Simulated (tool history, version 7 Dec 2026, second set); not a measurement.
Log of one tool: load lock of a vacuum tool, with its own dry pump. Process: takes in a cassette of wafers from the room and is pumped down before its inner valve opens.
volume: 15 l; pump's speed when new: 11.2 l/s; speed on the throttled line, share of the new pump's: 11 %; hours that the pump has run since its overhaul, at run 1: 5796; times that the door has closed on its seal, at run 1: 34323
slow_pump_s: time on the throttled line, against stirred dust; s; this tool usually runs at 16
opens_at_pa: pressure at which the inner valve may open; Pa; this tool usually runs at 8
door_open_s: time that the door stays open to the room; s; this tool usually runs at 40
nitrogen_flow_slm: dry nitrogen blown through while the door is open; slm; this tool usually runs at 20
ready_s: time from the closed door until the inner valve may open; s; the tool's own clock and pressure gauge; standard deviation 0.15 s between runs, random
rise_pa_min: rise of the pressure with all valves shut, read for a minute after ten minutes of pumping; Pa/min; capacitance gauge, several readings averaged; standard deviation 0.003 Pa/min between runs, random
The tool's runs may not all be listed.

run,hour,slow_pump_s,opens_at_pa,door_open_s,nitrogen_flow_slm,hours that the pump has run since its overhaul,times that the door has closed on its seal,"incoming humidity of the room's air, %",ready_s,rise_pa_min
1,0,16,8,40,20,5796,34323,43.5,27.8,0.494
2,188.8,16,8,40,20,5985,34784,43.9,27.9,0.494
3,430.3,16,8,40,20,6226,35375,42.8,27.9,0.523
# hour 460.3: door's seal changed, seat wiped
4,698.5,16,8,40,20,6493,582,42.3,28.1,0.023
5,996.2,28,8,40,20,6791,1310,44.7,38.8,0.031
6,1351,28,8,40,20,7146,2177,44.4,38.6,0.035
7,1524,16,8,40,20,7319,2600,45,28.3,0.039
8,1723.8,16,8,40,20,7518,3088,43,28.4,0.04
9,2004.6,20,8,40,20,7799,3774,46,31.6,0.051
10,2403.2,20,8,40,20,8198,4748,49.3,31.9,0.053
11,2724.3,22,8,40,20,8519,5533,42.8,33.9,0.059
12,3055.5,16,8,40,20,8850,6342,48,28.7,0.064
13,3346.2,16,8,40,20,9141,7052,47.5,29,0.066
14,3708.6,16,8,40,20,9503,7938,46.5,28.5,0.073
15,3970.6,16,8,40,26,9765,8578,41.9,28.9,0.068
16,4143.1,16,8,40,20,9938,9000,48.2,28.7,0.084
# hour 4528.1: dry pump taken out, an overhauled one fitted
17,4528.1,16,8,40,7,0,9926,47.1,26.9,0.104
18,4920.8,16,8,40,7,393,10886,45.3,26.9,0.113
19,5181.3,13,12,165,20,653,11522,44.7,23.9,0.121
20,5344.6,13,12,165,20,816,11921,44.2,23.7,0.129
21,5524.1,13,7,56,20,996,12360,42.2,24.4,0.114
22,5911.6,13,7,56,20,1383,13307,47.5,24.5,0.126
23,6107.9,13,7,56,20,1580,13786,48.6,24.8,0.137
24,6278.7,13,7,105,10,1751,14204,48.5,24.6,0.161
25,6568,16,11,57,11,2040,14911,43.9,26.8,0.15
26,6743.5,29,11,56,33,2215,15340,46.6,38.6,0.147
27,7132.5,29,8,56,25,2604,16290,42.2,38.9,0.161
28,7451.8,29,8,56,25,2924,17070,45.2,38.8,0.171
29,7717.5,16,8,218,20,3189,17720,45.2,27.6,0.204
30,8008.8,14,14,27,8,3481,18431,45.4,24.9,0.205
31,8170.4,16,8,40,8,3642,18826,45.5,27.5,0.208
32,8413,16,8,40,8,3885,19419,46.8,27.9,0.214
33,8679,16,8,49,5,4151,20069,41.8,27.6,0.231
34,8996.1,8,8,40,31,4468,20844,43.1,20.7,0.225

Entry by entry between the runs, the difference in hidden state between the last listed run before and the first listed run after:
Run 3 -> run 4: door's seal changed, seat wiped (hour 460.3)
  pump's speed, % of a new pump's: 90.8 -> 90.4; leak at the door's seal, Pa l/s: 0.1245 -> 0.0019
  measured minus no-state result, ready_s: +1.1 -> +1.1 s; rise_pa_min: +0.497 -> +0 Pa/min
Run 16 -> run 17: dry pump taken out, an overhauled one fitted (hour 4528.1)
  pump's speed, % of a new pump's: 84.9 -> 99.9; leak at the door's seal, Pa l/s: 0.0157 -> 0.0177
  measured minus no-state result, ready_s: +1.9 -> +0 s; rise_pa_min: +0.055 -> +0.063 Pa/min

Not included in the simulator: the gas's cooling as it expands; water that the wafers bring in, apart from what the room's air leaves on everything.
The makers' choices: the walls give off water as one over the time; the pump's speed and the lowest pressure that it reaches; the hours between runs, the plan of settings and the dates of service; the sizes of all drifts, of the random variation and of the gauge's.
